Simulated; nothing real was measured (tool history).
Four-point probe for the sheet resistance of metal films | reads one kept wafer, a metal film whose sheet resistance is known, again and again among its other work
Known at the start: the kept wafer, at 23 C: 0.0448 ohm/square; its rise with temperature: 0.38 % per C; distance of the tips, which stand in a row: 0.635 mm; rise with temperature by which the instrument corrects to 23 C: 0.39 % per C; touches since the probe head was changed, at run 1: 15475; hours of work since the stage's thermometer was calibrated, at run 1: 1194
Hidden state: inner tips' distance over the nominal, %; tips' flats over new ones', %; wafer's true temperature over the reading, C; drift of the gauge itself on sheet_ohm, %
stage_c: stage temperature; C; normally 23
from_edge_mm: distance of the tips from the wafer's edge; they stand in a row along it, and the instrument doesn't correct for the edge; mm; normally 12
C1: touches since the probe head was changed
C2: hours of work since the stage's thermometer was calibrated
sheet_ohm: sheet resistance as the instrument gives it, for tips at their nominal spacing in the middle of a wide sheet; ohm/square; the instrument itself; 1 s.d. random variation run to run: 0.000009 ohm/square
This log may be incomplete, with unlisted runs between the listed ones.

run 1 hour=0.0 | stage_c=23 from_edge_mm=12 | C1=15475 C2=1194 | sheet_ohm=0.044802
run 2 hour=17.0 | stage_c=23 from_edge_mm=12 | C1=15924 C2=1202 | sheet_ohm=0.044817
run 3 hour=28.1 | stage_c=23 from_edge_mm=12 | C1=16219 C2=1207 | sheet_ohm=0.044815
run 4 hour=42.0 | stage_c=23 from_edge_mm=12 | C1=16585 C2=1214 | sheet_ohm=0.044798
run 5 hour=55.7 | stage_c=23 from_edge_mm=3 | C1=16947 C2=1221 | sheet_ohm=0.045792
run 6 hour=69.6 | stage_c=23 from_edge_mm=3 | C1=17316 C2=1227 | sheet_ohm=0.045779
run 7 hour=90.3 | stage_c=22 from_edge_mm=12 | C1=17864 C2=1237 | sheet_ohm=0.044790
run 8 hour=107.9 | stage_c=23 from_edge_mm=18 | C1=18329 C2=1246 | sheet_ohm=0.044753
run 9 hour=118.0 | stage_c=24 from_edge_mm=18 | C1=18595 C2=1251 | sheet_ohm=0.044755
run 10 hour=133.0 | stage_c=30 from_edge_mm=18 | C1=18993 C2=1258 | sheet_ohm=0.044725
run 11 hour=148.5 | stage_c=19 from_edge_mm=12 | C1=19403 C2=1266 | sheet_ohm=0.044822
run 12 hour=162.1 | stage_c=23 from_edge_mm=12 | C1=19762 C2=1272 | sheet_ohm=0.044793
run 13 hour=178.0 | stage_c=23 from_edge_mm=12 | C1=20182 C2=1280 | sheet_ohm=0.044781
run 14 hour=194.2 | stage_c=21 from_edge_mm=12 | C1=20610 C2=1288 | sheet_ohm=0.044797
run 15 hour=211.2 | stage_c=23 from_edge_mm=12 | C1=21061 C2=1296 | sheet_ohm=0.044790
run 16 hour=221.3 | stage_c=23 from_edge_mm=12 | C1=21327 C2=1301 | sheet_ohm=0.044785
run 17 hour=234.2 | stage_c=23 from_edge_mm=12 | C1=21668 C2=1307 | sheet_ohm=0.044777
run 18 hour=243.5 | stage_c=23 from_edge_mm=12 | C1=21914 C2=1312 | sheet_ohm=0.044769
run 19 hour=255.5 | stage_c=20 from_edge_mm=12 | C1=22233 C2=1318 | sheet_ohm=0.044800
-- hour=257.2 stage's thermometer calibrated
run 20 hour=277.1 | stage_c=20 from_edge_mm=12 | C1=22789 C2=10 | sheet_ohm=0.044728
run 21 hour=294.0 | stage_c=20 from_edge_mm=12 | C1=23238 C2=18 | sheet_ohm=0.044738
run 22 hour=312.5 | stage_c=20 from_edge_mm=12 | C1=23725 C2=27 | sheet_ohm=0.044743
run 23 hour=330.2 | stage_c=23 from_edge_mm=3 | C1=24195 C2=35 | sheet_ohm=0.045730
run 24 hour=350.6 | stage_c=28 from_edge_mm=4 | C1=24733 C2=45 | sheet_ohm=0.045232
-- hour=357.9 stage's thermometer calibrated, once more
run 25 hour=366.6 | stage_c=28 from_edge_mm=4 | C1=25144 C2=4 | sheet_ohm=0.045360
run 26 hour=381.0 | stage_c=20 from_edge_mm=16 | C1=25525 C2=11 | sheet_ohm=0.044840
run 27 hour=397.2 | stage_c=20 from_edge_mm=16 | C1=25954 C2=19 | sheet_ohm=0.044836
run 28 hour=414.0 | stage_c=26 from_edge_mm=4 | C1=26397 C2=27 | sheet_ohm=0.045379
run 29 hour=434.6 | stage_c=26 from_edge_mm=4 | C1=26941 C2=37 | sheet_ohm=0.045369
run 30 hour=445.1 | stage_c=33 from_edge_mm=18 | C1=27220 C2=42 | sheet_ohm=0.044762
run 31 hour=459.9 | stage_c=26 from_edge_mm=9 | C1=27612 C2=50 | sheet_ohm=0.044879
run 32 hour=473.4 | stage_c=26 from_edge_mm=9 | C1=27969 C2=56 | sheet_ohm=0.044866
run 33 hour=483.7 | stage_c=18 from_edge_mm=20 | C1=28241 C2=61 | sheet_ohm=0.044821
run 34 hour=495.9 | stage_c=27 from_edge_mm=19 | C1=28564 C2=67 | sheet_ohm=0.044773
run 35 hour=505.8 | stage_c=27 from_edge_mm=19 | C1=28824 C2=72 | sheet_ohm=0.044778
run 36 hour=521.9 | stage_c=27 from_edge_mm=19 | C1=29251 C2=80 | sheet_ohm=0.044781
run 37 hour=534.8 | stage_c=27 from_edge_mm=28 | C1=29593 C2=86 | sheet_ohm=0.044766
run 38 hour=550.3 | stage_c=27 from_edge_mm=28 | C1=30001 C2=93 | sheet_ohm=0.044768
run 39 hour=562.2 | stage_c=29 from_edge_mm=10 | C1=30316 C2=99 | sheet_ohm=0.044835
run 40 hour=582.7 | stage_c=29 from_edge_mm=27 | C1=30859 C2=109 | sheet_ohm=0.044748
run 41 hour=603.4 | stage_c=22 from_edge_mm=10 | C1=31407 C2=119 | sheet_ohm=0.044878
run 42 hour=618.2 | stage_c=23 from_edge_mm=4 | C1=31798 C2=127 | sheet_ohm=0.045363
run 43 hour=627.9 | stage_c=30 from_edge_mm=12 | C1=32054 C2=131 | sheet_ohm=0.044789
run 44 hour=648.0 | stage_c=24 from_edge_mm=7 | C1=32585 C2=141 | sheet_ohm=0.044957

Each row is a separate what-if for the run after 44, all from the same tool condition, not one after another. Results?
run A hour=665.3 | stage_c=21 from_edge_mm=17 | C1=33044 C2=149 | sheet_ohm=?
run B hour=665.3 | stage_c=23 from_edge_mm=6 | C1=33044 C2=149 | sheet_ohm=?
run C hour=665.3 | stage_c=24 from_edge_mm=23 | C1=33044 C2=149 | sheet_ohm=?
run D hour=665.3 | stage_c=20 from_edge_mm=39 | C1=33044 C2=149 | sheet_ohm=?
run E hour=665.3 | stage_c=31 from_edge_mm=4 | C1=33044 C2=149 | sheet_ohm=?

run=A sheet_ohm=0.044819
run=B sheet_ohm=0.045032
run=C sheet_ohm=0.044796
run=D sheet_ohm=0.044770
run=E sheet_ohm=0.045312
Take away the tool's hidden state, keep each run's random variation, and the runs would have read:
run=A sheet_ohm=0.044854
run=B sheet_ohm=0.045067
run=C sheet_ohm=0.044831
run=D sheet_ohm=0.044805
run=E sheet_ohm=0.045347

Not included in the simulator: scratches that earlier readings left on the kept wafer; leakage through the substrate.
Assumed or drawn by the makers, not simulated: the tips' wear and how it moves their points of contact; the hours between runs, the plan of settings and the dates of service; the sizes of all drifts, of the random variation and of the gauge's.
